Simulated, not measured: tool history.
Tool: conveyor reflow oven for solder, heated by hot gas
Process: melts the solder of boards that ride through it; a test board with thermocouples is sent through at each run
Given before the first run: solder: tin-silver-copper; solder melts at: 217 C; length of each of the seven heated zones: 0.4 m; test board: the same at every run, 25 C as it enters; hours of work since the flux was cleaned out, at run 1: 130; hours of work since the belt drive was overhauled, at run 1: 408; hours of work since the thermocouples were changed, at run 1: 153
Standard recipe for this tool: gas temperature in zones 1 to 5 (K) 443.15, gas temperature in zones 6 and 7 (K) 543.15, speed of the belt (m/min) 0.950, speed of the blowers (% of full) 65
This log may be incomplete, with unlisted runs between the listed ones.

run,hour,gas temperature in zones 1 to 5 (K),gas temperature in zones 6 and 7 (K),speed of the belt (m/min),speed of the blowers (% of full),hours of work since the flux was cleaned out,hours of work since the belt drive was overhauled,hours of work since the thermocouples were changed,highest temperature of the board (K),time above the solder's melting point (s)
1,0.0,443.15,543.15,0.950,65,130,408,153,526.85,37.6
2,11.4,443.15,543.15,0.950,65,135,413,158,527.05,37.6
3,33.5,443.15,543.15,0.950,65,146,424,169,527.35,37.6
4,54.1,443.15,543.15,0.950,65,156,434,179,526.45,37.9
5,64.3,443.15,543.15,0.950,65,161,439,184,526.85,37.8
6,77.7,443.15,543.15,0.950,65,168,445,191,527.25,38.1
7,96.7,443.15,543.15,1.062,65,177,455,200,522.85,31.4
8,110.2,455.15,555.15,0.928,64,183,461,206,540.25,46.6
9,122.6,455.15,555.15,0.928,64,189,467,212,540.15,46.4
10,141.4,455.15,555.15,0.928,64,199,476,222,539.45,46.1
11,151.6,455.15,555.15,0.978,77,203,481,226,541.65,44.6

What if the next run were any one of these 4? Each begins from the tool's condition after run 11:
A,171.6,457.15,535.15,0.950,51,213,491,236,?,?
B,171.6,441.15,543.15,0.950,65,213,491,236,?,?
C,171.6,431.15,543.15,0.950,65,213,491,236,?,?
D,171.6,452.15,555.15,0.912,77,213,491,236,?,?

run,highest temperature of the board (K),time above the solder's melting point (s)
A,519.65,36.6
B,526.75,37.1
C,525.25,34.5
D,542.65,47.7
Take away the tool's hidden state, keep each run's random variation, and the runs would have read:
run,highest temperature of the board (K),time above the solder's melting point (s)
A,519.65,36.6
B,526.75,37.1
C,525.25,34.4
D,542.65,47.6
